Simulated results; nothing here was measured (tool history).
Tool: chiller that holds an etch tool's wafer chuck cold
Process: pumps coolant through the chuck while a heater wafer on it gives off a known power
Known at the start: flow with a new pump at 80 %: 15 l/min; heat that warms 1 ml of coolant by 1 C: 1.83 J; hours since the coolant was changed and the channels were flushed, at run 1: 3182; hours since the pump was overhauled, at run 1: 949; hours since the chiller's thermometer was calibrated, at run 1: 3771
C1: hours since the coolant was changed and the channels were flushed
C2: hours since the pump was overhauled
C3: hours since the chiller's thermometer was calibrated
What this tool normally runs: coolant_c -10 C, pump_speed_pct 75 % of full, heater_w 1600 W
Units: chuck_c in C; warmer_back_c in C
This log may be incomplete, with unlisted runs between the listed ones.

{"run": 1, "day": 0.0, "coolant_c": -10, "pump_speed_pct": 75, "heater_w": 1600, "C1": 3182, "C2": 949, "C3": 3771, "chuck_c": -0.1, "warmer_back_c": 3.74}
{"run": 2, "day": 3.742, "coolant_c": -10, "pump_speed_pct": 75, "heater_w": 1600, "C1": 3272, "C2": 1039, "C3": 3861, "chuck_c": -0.2, "warmer_back_c": 3.66}
{"run": 3, "day": 6.983, "coolant_c": -10, "pump_speed_pct": 75, "heater_w": 1600, "C1": 3349, "C2": 1117, "C3": 3939, "chuck_c": -0.2, "warmer_back_c": 3.7}
{"day": 7.967, "done": "chiller's thermometer calibrated"}
{"run": 4, "day": 10.796, "coolant_c": -10, "pump_speed_pct": 75, "heater_w": 1070, "C1": 3440, "C2": 1207, "C3": 68, "chuck_c": -3.4, "warmer_back_c": 2.39}
{"run": 5, "day": 13.717, "coolant_c": -10, "pump_speed_pct": 75, "heater_w": 1070, "C1": 3510, "C2": 1277, "C3": 138, "chuck_c": -3.4, "warmer_back_c": 2.41}
{"run": 6, "day": 15.312, "coolant_c": -10, "pump_speed_pct": 75, "heater_w": 1070, "C1": 3548, "C2": 1316, "C3": 176, "chuck_c": -3.5, "warmer_back_c": 2.43}
{"run": 7, "day": 17.408, "coolant_c": -10, "pump_speed_pct": 75, "heater_w": 1070, "C1": 3599, "C2": 1366, "C3": 227, "chuck_c": -3.4, "warmer_back_c": 2.37}
{"run": 8, "day": 20.35, "coolant_c": -10, "pump_speed_pct": 79, "heater_w": 1600, "C1": 3669, "C2": 1437, "C3": 297, "chuck_c": -0.5, "warmer_back_c": 3.43}
{"run": 9, "day": 22.833, "coolant_c": -10, "pump_speed_pct": 79, "heater_w": 1600, "C1": 3729, "C2": 1496, "C3": 357, "chuck_c": -0.5, "warmer_back_c": 3.4}
{"run": 10, "day": 24.433, "coolant_c": -6, "pump_speed_pct": 79, "heater_w": 1600, "C1": 3767, "C2": 1535, "C3": 395, "chuck_c": 3.4, "warmer_back_c": 3.36}
{"run": 11, "day": 26.962, "coolant_c": -10, "pump_speed_pct": 79, "heater_w": 1600, "C1": 3828, "C2": 1595, "C3": 456, "chuck_c": -0.6, "warmer_back_c": 3.39}
{"run": 12, "day": 29.708, "coolant_c": -10, "pump_speed_pct": 79, "heater_w": 1600, "C1": 3894, "C2": 1661, "C3": 522, "chuck_c": -0.5, "warmer_back_c": 3.28}
{"run": 13, "day": 31.317, "coolant_c": -10, "pump_speed_pct": 79, "heater_w": 1600, "C1": 3932, "C2": 1700, "C3": 560, "chuck_c": -0.5, "warmer_back_c": 3.36}
{"run": 14, "day": 33.683, "coolant_c": -10, "pump_speed_pct": 79, "heater_w": 1600, "C1": 3989, "C2": 1757, "C3": 617, "chuck_c": -0.5, "warmer_back_c": 3.31}
{"run": 15, "day": 36.462, "coolant_c": -10, "pump_speed_pct": 79, "heater_w": 1600, "C1": 4056, "C2": 1823, "C3": 684, "chuck_c": -0.7, "warmer_back_c": 3.31}
{"run": 16, "day": 38.908, "coolant_c": -10, "pump_speed_pct": 75, "heater_w": 1600, "C1": 4115, "C2": 1882, "C3": 743, "chuck_c": -0.3, "warmer_back_c": 3.46}
{"run": 17, "day": 40.767, "coolant_c": -5, "pump_speed_pct": 76, "heater_w": 911, "C1": 4159, "C2": 1927, "C3": 787, "chuck_c": 0.5, "warmer_back_c": 1.87}
{"run": 18, "day": 43.808, "coolant_c": -5, "pump_speed_pct": 76, "heater_w": 911, "C1": 4232, "C2": 2000, "C3": 860, "chuck_c": 0.5, "warmer_back_c": 1.76}
{"run": 19, "day": 45.633, "coolant_c": -5, "pump_speed_pct": 76, "heater_w": 911, "C1": 4276, "C2": 2043, "C3": 904, "chuck_c": 0.5, "warmer_back_c": 1.75}
{"run": 20, "day": 47.504, "coolant_c": -5, "pump_speed_pct": 76, "heater_w": 911, "C1": 4321, "C2": 2088, "C3": 949, "chuck_c": 0.6, "warmer_back_c": 1.77}
{"run": 21, "day": 50.017, "coolant_c": -4, "pump_speed_pct": 66, "heater_w": 1251, "C1": 4381, "C2": 2149, "C3": 1009, "chuck_c": 4.1, "warmer_back_c": 2.92}
{"run": 22, "day": 53.558, "coolant_c": -4, "pump_speed_pct": 66, "heater_w": 1790, "C1": 4466, "C2": 2234, "C3": 1094, "chuck_c": 7.8, "warmer_back_c": 4.36}
{"run": 23, "day": 55.458, "coolant_c": -4, "pump_speed_pct": 66, "heater_w": 1980, "C1": 4512, "C2": 2279, "C3": 1140, "chuck_c": 9.1, "warmer_back_c": 4.81}
{"run": 24, "day": 58.033, "coolant_c": -13, "pump_speed_pct": 74, "heater_w": 1600, "C1": 4574, "C2": 2341, "C3": 1202, "chuck_c": -3, "warmer_back_c": 3.36}
{"day": 60.917, "done": "gauge calibrated"}
{"run": 25, "day": 60.988, "coolant_c": -10, "pump_speed_pct": 76, "heater_w": 1666, "C1": 4644, "C2": 2412, "C3": 1273, "chuck_c": 0.1, "warmer_back_c": 3.85}
{"run": 26, "day": 62.858, "coolant_c": -10, "pump_speed_pct": 76, "heater_w": 1666, "C1": 4689, "C2": 2457, "C3": 1317, "chuck_c": 0.1, "warmer_back_c": 3.82}
{"run": 27, "day": 65.175, "coolant_c": -10, "pump_speed_pct": 76, "heater_w": 1666, "C1": 4745, "C2": 2512, "C3": 1373, "chuck_c": 0.1, "warmer_back_c": 3.81}
{"run": 28, "day": 67.229, "coolant_c": -10, "pump_speed_pct": 97, "heater_w": 2111, "C1": 4794, "C2": 2562, "C3": 1422, "chuck_c": 1.3, "warmer_back_c": 3.78}
{"run": 29, "day": 69.288, "coolant_c": -10, "pump_speed_pct": 97, "heater_w": 2111, "C1": 4844, "C2": 2611, "C3": 1472, "chuck_c": 1.5, "warmer_back_c": 3.73}
{"run": 30, "day": 71.992, "coolant_c": -7, "pump_speed_pct": 88, "heater_w": 2266, "C1": 4909, "C2": 2676, "C3": 1537, "chuck_c": 5.5, "warmer_back_c": 4.44}
{"run": 31, "day": 75.483, "coolant_c": -7, "pump_speed_pct": 88, "heater_w": 2266, "C1": 4992, "C2": 2760, "C3": 1620, "chuck_c": 5.7, "warmer_back_c": 4.46}

Hidden condition of the tool, last listed run before each entry between runs versus first listed run after:
Between runs 3 and 4: chiller's thermometer calibrated (day 7.967)
  coolant's true temperature over the reading, C: 0.01 -> 0; drift of the gauge itself on warmer_back_c, C: -0.05 -> -0.08
  measured value less the no-hidden-state value, warmer_back_c: -0.05 -> -0.08 C
Between runs 24 and 25: gauge calibrated (day 60.917)
  drift of the gauge itself on warmer_back_c, C: -0.42 -> 0
  measured value less the no-hidden-state value, warmer_back_c: -0.42 -> +0 C

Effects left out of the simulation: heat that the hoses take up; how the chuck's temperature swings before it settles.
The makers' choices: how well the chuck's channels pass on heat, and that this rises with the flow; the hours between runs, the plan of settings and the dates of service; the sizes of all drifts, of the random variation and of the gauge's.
